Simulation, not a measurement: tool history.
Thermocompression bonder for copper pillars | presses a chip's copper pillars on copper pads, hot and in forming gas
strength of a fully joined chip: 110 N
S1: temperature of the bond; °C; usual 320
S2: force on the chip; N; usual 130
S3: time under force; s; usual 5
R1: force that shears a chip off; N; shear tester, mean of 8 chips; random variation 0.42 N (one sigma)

| run | day | S1 | S2 | S3 | R1 |
|---|---|---|---|---|---|
| 1 | 0.000 | 320 | 130 | 5 | 66.9 |
| 2 | 0.400 | 320 | 130 | 5 | 66.9 |
| 3 | 0.788 | 320 | 130 | 5 | 67.3 |
| 4 | 1.150 | 320 | 130 | 5 | 67.4 |
| 5 | 1.854 | 320 | 130 | 3 | 56.8 |
| 6 | 2.542 | 320 | 130 | 3 | 56.6 |
| 7 | 3.121 | 320 | 130 | 3 | 57.5 |
| 8 | 3.438 | 320 | 130 | 3 | 57.5 |
| 9 | 4.025 | 324 | 130 | 8 | 79.5 |
| 10 | 4.467 | 324 | 130 | 8 | 78.7 |
| 11 | 4.958 | 324 | 138 | 8 | 80.6 |
| 12 | 5.321 | 291 | 101 | 9 | 51.6 |
| 13 | 5.950 | 329 | 179 | 4 | 77.0 |
| 14 | 6.592 | 317 | 130 | 8 | 72.6 |
| 15 | 6.921 | 346 | 130 | 9 | 92.1 |
| 16 | 7.346 | 339 | 190 | 12 | 98.7 |

Hidden state or all else? Some run-to-run changes of R1, split into what the settings, what came in and random variation would give without the hidden state, and what is left for the hidden state (with any gauge scatter that isn't in both results):
The hidden state here: true temperature of the bond over the reading, C; force that reaches the chip, % of what is set; oxide that the forming gas leaves, % of the face; drift of the gauge itself on shear_n, %.
Run 11 -> 12: S1 324 -> 291, S2 138 -> 101, S3 8 -> 9. R1 -29.0 N: hidden state +1.4, all else -30.4.
Run 14 -> 15: S1 317 -> 346, S3 8 -> 9. R1 +19.5 N: hidden state -2.9, all else +22.4.
